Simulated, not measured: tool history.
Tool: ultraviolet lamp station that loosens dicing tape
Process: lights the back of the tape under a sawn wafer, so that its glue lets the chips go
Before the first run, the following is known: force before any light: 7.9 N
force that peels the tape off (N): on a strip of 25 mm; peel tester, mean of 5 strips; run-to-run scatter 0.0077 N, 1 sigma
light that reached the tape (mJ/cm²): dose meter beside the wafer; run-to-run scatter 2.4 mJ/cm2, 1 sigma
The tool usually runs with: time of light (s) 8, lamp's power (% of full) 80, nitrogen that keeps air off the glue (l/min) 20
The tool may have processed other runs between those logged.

run	day	time of light (s)	lamp's power (% of full)	nitrogen that keeps air off the glue (l/min)	force that peels the tape off (N)	light that reached the tape (mJ/cm²)
1	0.000	8	80	20	0.302	253
2	1.238	8	80	20	0.297	253
3	2.646	8	80	20	0.306	255
4	4.088	8	80	20	0.284	250
5	5.483	8	80	20	0.296	249
6	6.258	8	80	20	0.311	250
7	7.879	11	80	20	0.128	344
8	9.408	11	80	20	0.135	346
9	10.312	8	80	20	0.298	256
10	11.733	8	80	20	0.295	251
11	13.317	8	80	20	0.296	252
12	14.117	8	80	20	0.295	251
13	15.188	11	80	20	0.133	345
14	16.633	11	80	20	0.133	354
15	18.025	8	88	20	0.240	274
16	19.617	8	88	7	0.454	277
17	21.221	8	98	7	0.341	308
18	22.125	7	98	7	0.479	272
19	23.267	7	98	7	0.471	267
20	24.142	14	98	7	0.094	540
21	24.946	14	98	7	0.091	540
22	25.750	15	98	13	0.090	579
23	26.838	13	77	8	0.170	395
24	28.092	6	73	29	0.654	173
25	29.662	4	87	19	1.241	140
26	30.404	9	63	13	0.515	226
27	31.862	9	80	20	0.217	281
28	33.533	8	91	20	0.216	292
29	34.654	5	80	32	0.782	157
30	35.954	12	67	31	0.138	319
31	36.767	6	91	20	0.424	213
32	38.050	6	91	20	0.455	215
33	38.804	5	69	9	1.655	133
34	39.962	5	69	9	1.657	135
35	41.183	8	89	20	0.216	280
36	42.612	8	89	10	0.349	276
37	43.679	8	99	17	0.176	315
38	44.925	7	80	16	0.462	217
39	45.938	8	69	9	0.675	217
40	47.658	5	78	20	0.982	155
41	49.375	5	88	20	0.736	174
42	50.946	5	88	20	0.755	172

Withheld: 3 entries from between the runs. Position of each, and hidden state at the listed run before versus the listed run after:
In the gap between runs 5 and 6: window cleaned of glue's vapour (day 6.225)
  light that the window lets through, % of a clean one's: 99.9 -> 100
In the gap between runs 12 and 13: lamp changed (day 14.242)
  lamp's light, % of a new lamp's: 99.7 -> 100
In the gap between runs 38 and 39: window cleaned of glue's vapour (day 45.908)
  light that the window lets through, % of a clean one's: 99.9 -> 100

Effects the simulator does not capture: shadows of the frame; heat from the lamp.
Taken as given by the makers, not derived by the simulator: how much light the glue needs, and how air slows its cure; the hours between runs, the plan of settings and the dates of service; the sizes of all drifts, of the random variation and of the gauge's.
